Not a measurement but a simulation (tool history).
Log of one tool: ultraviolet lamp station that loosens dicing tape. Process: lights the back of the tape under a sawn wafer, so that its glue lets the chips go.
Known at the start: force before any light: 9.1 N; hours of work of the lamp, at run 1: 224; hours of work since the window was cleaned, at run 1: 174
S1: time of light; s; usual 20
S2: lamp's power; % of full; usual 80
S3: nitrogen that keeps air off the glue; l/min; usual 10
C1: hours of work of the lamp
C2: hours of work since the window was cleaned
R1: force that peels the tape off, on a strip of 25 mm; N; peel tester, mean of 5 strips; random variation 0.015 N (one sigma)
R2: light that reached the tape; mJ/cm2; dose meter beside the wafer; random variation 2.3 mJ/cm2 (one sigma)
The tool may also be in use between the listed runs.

run    day  S1  S2  S3   C1   C2     R1   R2
  1      0  20  80  10  224  174  0.723  205
  2  0.304  20  80  10  229  179  0.711  208
  3  0.712  20  80  10  235  186  0.701  211
  4   1.05  20  80  10  241  191  0.744  208
  5  1.367  20  80  10  246  196  0.747  206
  6  1.658  20  80  10  251  201   0.74  210
  7  2.079  20  80  10  258  208  0.729  207
  8  2.483  20  76  10  264  214  0.826  196
  9  2.854  20  80  10  270  221  0.751  204
 10  3.033  20  80  10  273  223  0.741  209
 11  3.421  20  80  10  279  230  0.702  206
 12    3.6  20  80  10  282  233   0.72  206
 13  3.904  20  80  10  287  238  0.736  209
 14  4.229  37  74  15  293  243  0.132  359
 15  4.604  20  65  12  299  249  1.083  165
 16  4.929  20  65  10  304  254   1.17  168
 17  5.321  20  61  10  310  261  1.308  155
 18  5.617  20  61  10  315  266  1.274  156
 19  5.996  20  61  10  321  272  1.234  155
 20  6.308  22  78   8  327  277  0.722  220
 21  6.608  22  78   8  331  282  0.727  219
 22  6.871  22  78   8  336  286  0.727  221
 23  7.146  22  78   8  340  291  0.715  223
 24  7.379  22  78   8  344  294  0.706  219
 25  7.604  22  78   8  348  298   0.72  228
 26  7.829  13  91   6  351  302  1.761  154

Forecast each of these 5 alternatives for the next run:
  A  8.192  14  91   6  357  308   ?   ?
  B  8.192  29  78   9  357  308   ?   ?
  C  8.192  17  65  10  357  308   ?   ?
  D  8.192  20  80  12  357  308   ?   ?
  E  8.192  16  90   6  357  308   ?   ?

run     R1   R2
  A  1.592  163
  B  0.316  292
  C  1.591  140
  D  0.657  210
  E  1.268  186
Without the tool's hidden state the same runs would have given:
run     R1   R2
  A  1.591  163
  B  0.316  293
  C   1.59  140
  D  0.656  210
  E  1.267  186
